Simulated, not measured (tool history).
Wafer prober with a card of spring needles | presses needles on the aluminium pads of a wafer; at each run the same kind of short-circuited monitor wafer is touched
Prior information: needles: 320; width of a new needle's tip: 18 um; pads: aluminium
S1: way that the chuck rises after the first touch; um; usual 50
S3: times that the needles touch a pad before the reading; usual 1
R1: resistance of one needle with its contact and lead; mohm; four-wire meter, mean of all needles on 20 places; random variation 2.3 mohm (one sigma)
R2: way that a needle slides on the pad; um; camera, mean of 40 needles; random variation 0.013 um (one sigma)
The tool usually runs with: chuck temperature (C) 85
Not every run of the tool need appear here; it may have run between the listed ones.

run 1 day=0.000 | S1=50 chuck_temperature_(C)=85 S3=1 | R1=406 R2=7.99
run 2 day=0.279 | S1=50 chuck_temperature_(C)=85 S3=1 | R1=357 R2=7.94
run 3 day=0.617 | S1=36 chuck_temperature_(C)=85 S3=1 | R1=539 R2=5.67
run 4 day=0.921 | S1=36 chuck_temperature_(C)=85 S3=1 | R1=440 R2=5.66
run 5 day=1.154 | S1=36 chuck_temperature_(C)=58 S3=1 | R1=522 R2=5.65
run 6 day=1.692 | S1=50 chuck_temperature_(C)=85 S3=1 | R1=373 R2=7.93
run 7 day=2.212 | S1=51 chuck_temperature_(C)=85 S3=1 | R1=330 R2=8.05
run 8 day=2.450 | S1=51 chuck_temperature_(C)=85 S3=1 | R1=384 R2=8.08
run 9 day=2.912 | S1=50 chuck_temperature_(C)=85 S3=1 | R1=364 R2=7.87
run 10 day=3.175 | S1=50 chuck_temperature_(C)=85 S3=2 | R1=341 R2=7.87
run 11 day=3.683 | S1=50 chuck_temperature_(C)=85 S3=2 | R1=333 R2=7.65
run 12 day=3.925 | S1=50 chuck_temperature_(C)=85 S3=2 | R1=354 R2=7.67
run 13 day=4.404 | S1=50 chuck_temperature_(C)=85 S3=2 | R1=338 R2=7.65
run 14 day=4.779 | S1=50 chuck_temperature_(C)=85 S3=2 | R1=287 R2=7.63
run 15 day=5.192 | S1=50 chuck_temperature_(C)=85 S3=2 | R1=348 R2=7.63
run 16 day=5.675 | S1=50 chuck_temperature_(C)=85 S3=2 | R1=332 R2=7.64
run 17 day=6.146 | S1=50 chuck_temperature_(C)=85 S3=2 | R1=304 R2=7.59
run 18 day=6.417 | S1=47 chuck_temperature_(C)=44 S3=2 | R1=336 R2=7.70
run 19 day=6.917 | S1=50 chuck_temperature_(C)=30 S3=1 | R1=343 R2=8.14
run 20 day=7.296 | S1=57 chuck_temperature_(C)=121 S3=1 | R1=373 R2=9.31
run 21 day=7.596 | S1=57 chuck_temperature_(C)=30 S3=1 | R1=320 R2=9.30
run 22 day=7.992 | S1=63 chuck_temperature_(C)=124 S3=1 | R1=358 R2=10.26
run 23 day=8.562 | S1=30 chuck_temperature_(C)=96 S3=3 | R1=396 R2=4.85
run 24 day=8.908 | S1=41 chuck_temperature_(C)=122 S3=3 | R1=310 R2=6.64
run 25 day=9.171 | S1=41 chuck_temperature_(C)=26 S3=3 | R1=318 R2=6.64
run 26 day=9.446 | S1=41 chuck_temperature_(C)=26 S3=3 | R1=262 R2=6.62
run 27 day=9.992 | S1=31 chuck_temperature_(C)=85 S3=1 | R1=641 R2=4.99
run 28 day=10.304 | S1=31 chuck_temperature_(C)=85 S3=1 | R1=529 R2=4.98
run 29 day=10.812 | S1=31 chuck_temperature_(C)=85 S3=1 | R1=411 R2=4.97
run 30 day=11.342 | S1=31 chuck_temperature_(C)=85 S3=2 | R1=482 R2=4.95
run 31 day=11.658 | S1=31 chuck_temperature_(C)=85 S3=2 | R1=426 R2=4.90
run 32 day=11.896 | S1=31 chuck_temperature_(C)=85 S3=2 | R1=479 R2=4.93
run 33 day=12.421 | S1=33 chuck_temperature_(C)=85 S3=2 | R1=432 R2=5.24

Missing from the log above: 21 entries noted between runs. For each, name the pair of listed runs it sits between and say how the tool's hidden condition differs from the listed run just before to the listed run just after:
Between runs 1 and 2: tips cleaned on abrasive film (day 0.042)
  debris on the tips, nm: 110.2 -> 73.7; way that the needles fall short of the set height, um: 1.26 -> 1.36; tips' diameter, um: 18.44 -> 18.48
  difference, measured minus the result without the unlogged condition, R1: +155 -> +105 mohm; R2: -0.20 -> -0.22 um
Between runs 3 and 4: tips cleaned on abrasive film (day 0.717)
  debris on the tips, nm: 105.4 -> 68.6; way that the needles fall short of the set height, um: 1.36 -> 1.43; tips' diameter, um: 18.48 -> 18.5
  difference, measured minus the result without the unlogged condition, R1: +281 -> +184 mohm; R2: -0.22 -> -0.24 um
Between runs 5 and 6: tips cleaned on abrasive film (day 1.383)
  debris on the tips, nm: 97.5 -> 85.4; way that the needles fall short of the set height, um: 1.43 -> 1.55; tips' diameter, um: 18.5 -> 18.54
  difference, measured minus the result without the unlogged condition, R1: +273 -> +124 mohm; R2: -0.23 -> -0.25 um
Between runs 6 and 7: tips cleaned on abrasive film (day 2.033)
  debris on the tips, nm: 85.4 -> 58.4; way that the needles fall short of the set height, um: 1.55 -> 1.65; tips' diameter, um: 18.54 -> 18.58
  difference, measured minus the result without the unlogged condition, R1: +124 -> +82 mohm; R2: -0.25 -> -0.27 um
Between runs 8 and 9: tips cleaned on abrasive film (day 2.688)
  debris on the tips, nm: 94.5 -> 75; way that the needles fall short of the set height, um: 1.65 -> 1.76; tips' diameter, um: 18.58 -> 18.62
  difference, measured minus the result without the unlogged condition, R1: +133 -> +112 mohm; R2: -0.27 -> -0.28 um
Between runs 10 and 11: tips cleaned on abrasive film (day 3.358); height of the first contact set anew (day 3.371)
  debris on the tips, nm: 103.1 -> 85; way that the needles fall short of the set height, um: 1.76 -> 3.12; tips' diameter, um: 18.62 -> 18.65
  difference, measured minus the result without the unlogged condition, R1: +90 -> +80 mohm; R2: -0.29 -> -0.51 um
Between runs 12 and 13: tips cleaned on abrasive film (day 4.050)
  debris on the tips, nm: 104.2 -> 91.6; way that the needles fall short of the set height, um: 3.12 -> 3.22; tips' diameter, um: 18.65 -> 18.68
  difference, measured minus the result without the unlogged condition, R1: +100 -> +87 mohm; R2: -0.51 -> -0.53 um
Between runs 13 and 14: tips cleaned on abrasive film (day 4.700)
  debris on the tips, nm: 91.6 -> 36.9; way that the needles fall short of the set height, um: 3.22 -> 3.31; tips' diameter, um: 18.68 -> 18.71
  difference, measured minus the result without the unlogged condition, R1: +87 -> +36 mohm; R2: -0.53 -> -0.54 um
Between runs 15 and 16: tips cleaned on abrasive film (day 5.367)
  debris on the tips, nm: 100.8 -> 88; way that the needles fall short of the set height, um: 3.31 -> 3.4; tips' diameter, um: 18.71 -> 18.74
  difference, measured minus the result without the unlogged condition, R1: +96 -> +84 mohm; R2: -0.55 -> -0.55 um
Between runs 16 and 17: tips cleaned on abrasive film (day 6.021)
  debris on the tips, nm: 88 -> 51.5; way that the needles fall short of the set height, um: 3.4 -> 3.51; tips' diameter, um: 18.74 -> 18.78
  difference, measured minus the result without the unlogged condition, R1: +84 -> +51 mohm; R2: -0.55 -> -0.58 um
Between runs 17 and 18: height of the first contact set anew, once more (day 6.196)
  debris on the tips, nm: 51.5 -> 95; way that the needles fall short of the set height, um: 3.51 -> 0
  difference, measured minus the result without the unlogged condition, R1: +51 -> +95 mohm; R2: -0.58 -> +0.00 um
Between runs 18 and 19: tips cleaned on abrasive film (day 6.704)
  debris on the tips, nm: 95 -> 69.1; way that the needles fall short of the set height, um: 0 -> 0.1; tips' diameter, um: 18.78 -> 18.82
  difference, measured minus the result without the unlogged condition, R1: +95 -> +106 mohm; R2: +0.00 -> -0.01 um
Between runs 20 and 21: tips cleaned on abrasive film (day 7.388)
  debris on the tips, nm: 106 -> 67.5; way that the needles fall short of the set height, um: 0.1 -> 0.21; tips' diameter, um: 18.82 -> 18.86
  difference, measured minus the result without the unlogged condition, R1: +112 -> +82 mohm; R2: -0.02 -> -0.03 um
Between runs 22 and 23: tips cleaned on abrasive film (day 8.067)
  debris on the tips, nm: 106.8 -> 99.8; way that the needles fall short of the set height, um: 0.21 -> 0.33; tips' diameter, um: 18.86 -> 18.9
  difference, measured minus the result without the unlogged condition, R1: +95 -> +131 mohm; R2: -0.04 -> -0.05 um
Between runs 23 and 24: tips cleaned on abrasive film (day 8.729)
  debris on the tips, nm: 99.8 -> 62.1; way that the needles fall short of the set height, um: 0.33 -> 0.45; tips' diameter, um: 18.9 -> 18.94
  difference, measured minus the result without the unlogged condition, R1: +131 -> +44 mohm; R2: -0.05 -> -0.08 um
Between runs 25 and 26: tips cleaned on abrasive film (day 9.404)
  debris on the tips, nm: 96.9 -> 21.3; way that the needles fall short of the set height, um: 0.45 -> 0.52; tips' diameter, um: 18.94 -> 18.97
  difference, measured minus the result without the unlogged condition, R1: +80 -> +19 mohm; R2: -0.07 -> -0.09 um
Between runs 27 and 28: tips cleaned on abrasive film (day 10.067)
  debris on the tips, nm: 106.3 -> 75.8; way that the needles fall short of the set height, um: 0.52 -> 0.6; tips' diameter, um: 18.97 -> 18.99
  difference, measured minus the result without the unlogged condition, R1: +379 -> +269 mohm; R2: -0.08 -> -0.10 um
Between runs 28 and 29: tips cleaned on abrasive film (day 10.725)
  debris on the tips, nm: 75.8 -> 41.2; way that the needles fall short of the set height, um: 0.6 -> 0.68; tips' diameter, um: 18.99 -> 19.02
  difference, measured minus the result without the unlogged condition, R1: +269 -> +149 mohm; R2: -0.10 -> -0.11 um
Between runs 30 and 31: tips cleaned on abrasive film (day 11.396)
  debris on the tips, nm: 105.8 -> 78; way that the needles fall short of the set height, um: 0.68 -> 0.81; tips' diameter, um: 19.02 -> 19.06
  difference, measured minus the result without the unlogged condition, R1: +226 -> +169 mohm; R2: -0.11 -> -0.13 um
Between runs 32 and 33: tips cleaned on abrasive film (day 12.062)
  debris on the tips, nm: 101.1 -> 89.3; way that the needles fall short of the set height, um: 0.81 -> 0.88; tips' diameter, um: 19.06 -> 19.09
  difference, measured minus the result without the unlogged condition, R1: +220 -> +174 mohm; R2: -0.13 -> -0.14 um

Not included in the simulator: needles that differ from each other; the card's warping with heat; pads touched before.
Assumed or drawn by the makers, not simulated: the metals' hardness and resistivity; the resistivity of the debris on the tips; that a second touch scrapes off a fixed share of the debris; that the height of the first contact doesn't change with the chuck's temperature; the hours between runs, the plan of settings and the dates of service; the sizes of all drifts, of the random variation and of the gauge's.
